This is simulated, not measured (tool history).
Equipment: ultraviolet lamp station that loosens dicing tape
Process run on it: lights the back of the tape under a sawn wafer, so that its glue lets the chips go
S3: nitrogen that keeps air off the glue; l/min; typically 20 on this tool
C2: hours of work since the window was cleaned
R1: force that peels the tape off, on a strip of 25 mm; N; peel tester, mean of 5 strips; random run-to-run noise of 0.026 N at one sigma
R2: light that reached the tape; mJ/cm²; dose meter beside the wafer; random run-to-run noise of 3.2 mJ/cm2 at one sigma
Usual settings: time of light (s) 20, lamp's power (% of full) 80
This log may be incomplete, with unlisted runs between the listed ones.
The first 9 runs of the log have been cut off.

run 10 hour=73.7 | time_of_light_(s)=20 lamp's_power_(%_of_full)=80 S3=20 | hours_of_work_of_the_lamp=135 C2=73 | R1=1.404 R2=464
run 11 hour=79.3 | time_of_light_(s)=20 lamp's_power_(%_of_full)=80 S3=20 | hours_of_work_of_the_lamp=137 C2=75 | R1=1.414 R2=465
run 12 hour=87.0 | time_of_light_(s)=20 lamp's_power_(%_of_full)=90 S3=20 | hours_of_work_of_the_lamp=141 C2=79 | R1=1.165 R2=521
run 13 hour=95.9 | time_of_light_(s)=20 lamp's_power_(%_of_full)=80 S3=20 | hours_of_work_of_the_lamp=145 C2=83 | R1=1.428 R2=465
run 14 hour=103.4 | time_of_light_(s)=20 lamp's_power_(%_of_full)=80 S3=20 | hours_of_work_of_the_lamp=149 C2=87 | R1=1.423 R2=459
run 15 hour=114.5 | time_of_light_(s)=20 lamp's_power_(%_of_full)=80 S3=20 | hours_of_work_of_the_lamp=154 C2=92 | R1=1.444 R2=461
run 16 hour=123.8 | time_of_light_(s)=20 lamp's_power_(%_of_full)=80 S3=8 | hours_of_work_of_the_lamp=159 C2=97 | R1=2.748 R2=462
run 17 hour=131.4 | time_of_light_(s)=20 lamp's_power_(%_of_full)=79 S3=20 | hours_of_work_of_the_lamp=162 C2=100 | R1=1.462 R2=457
run 18 hour=137.9 | time_of_light_(s)=20 lamp's_power_(%_of_full)=79 S3=20 | hours_of_work_of_the_lamp=165 C2=104 | R1=1.486 R2=455
run 19 hour=147.8 | time_of_light_(s)=36 lamp's_power_(%_of_full)=69 S3=7 | hours_of_work_of_the_lamp=170 C2=108 | R1=1.478 R2=708
run 20 hour=157.9 | time_of_light_(s)=36 lamp's_power_(%_of_full)=69 S3=7 | hours_of_work_of_the_lamp=175 C2=113 | R1=1.481 R2=718
run 21 hour=166.2 | time_of_light_(s)=36 lamp's_power_(%_of_full)=69 S3=7 | hours_of_work_of_the_lamp=179 C2=117 | R1=1.551 R2=711
run 22 hour=175.8 | time_of_light_(s)=36 lamp's_power_(%_of_full)=69 S3=7 | hours_of_work_of_the_lamp=184 C2=122 | R1=1.591 R2=706
run 23 hour=182.6 | time_of_light_(s)=18 lamp's_power_(%_of_full)=90 S3=25 | hours_of_work_of_the_lamp=187 C2=125 | R1=1.214 R2=462
run 24 hour=193.4 | time_of_light_(s)=22 lamp's_power_(%_of_full)=90 S3=8 | hours_of_work_of_the_lamp=192 C2=130 | R1=2.024 R2=567
run 25 hour=202.0 | time_of_light_(s)=29 lamp's_power_(%_of_full)=88 S3=6 | hours_of_work_of_the_lamp=196 C2=134 | R1=1.611 R2=723
run 26 hour=212.3 | time_of_light_(s)=20 lamp's_power_(%_of_full)=75 S3=13 | hours_of_work_of_the_lamp=201 C2=139 | R1=2.279 R2=432
run 27 hour=221.2 | time_of_light_(s)=20 lamp's_power_(%_of_full)=78 S3=27 | hours_of_work_of_the_lamp=205 C2=143 | R1=1.277 R2=439
run 28 hour=229.0 | time_of_light_(s)=26 lamp's_power_(%_of_full)=72 S3=34 | hours_of_work_of_the_lamp=209 C2=147 | R1=0.703 R2=526
run 29 hour=236.2 | time_of_light_(s)=12 lamp's_power_(%_of_full)=92 S3=18 | hours_of_work_of_the_lamp=212 C2=151 | R1=2.882 R2=313
run 30 hour=247.0 | time_of_light_(s)=11 lamp's_power_(%_of_full)=61 S3=13 | hours_of_work_of_the_lamp=218 C2=156 | R1=5.393 R2=194

Run 31 comes next. What will it give?
run 31 hour=253.8 | time_of_light_(s)=20 lamp's_power_(%_of_full)=80 S3=24 | hours_of_work_of_the_lamp=221 C2=159 | R1=? R2=?

Run 31 came out at R1 1.309 N, R2 451 mJ/cm².
Were there no unlogged condition in the tool, this run, its random variation unchanged, would have produced R1 1.086 N, R2 494 mJ/cm².
